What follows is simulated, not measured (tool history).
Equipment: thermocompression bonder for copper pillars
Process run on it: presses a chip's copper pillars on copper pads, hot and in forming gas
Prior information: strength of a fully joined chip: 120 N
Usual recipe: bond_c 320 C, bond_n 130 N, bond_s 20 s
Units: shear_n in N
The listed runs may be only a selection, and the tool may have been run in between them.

run,hour,bond_c,bond_n,bond_s,shear_n
1,0,320,130,20,79.9
2,25.2,320,130,11,68.4
3,43.2,320,130,20,81
4,59,320,130,20,78
5,87,320,130,20,79.3
6,107.9,337,120,11,73.8
7,133.7,324,167,13,78.3
8,159.7,324,167,13,76.6
9,185,324,167,13,76.7
10,204.1,341,166,20,92.9

Forecast each of these 3 alternatives for the next run:
A,233.5,320,88,20,?
B,233.5,339,130,20,?
C,233.5,296,132,13,?

run,shear_n
A,66.8
B,86.8
C,54.2
With the hidden condition removed and each run's random variation left untouched, the same runs would have given:
run,shear_n
A,77.2
B,97.4
C,64
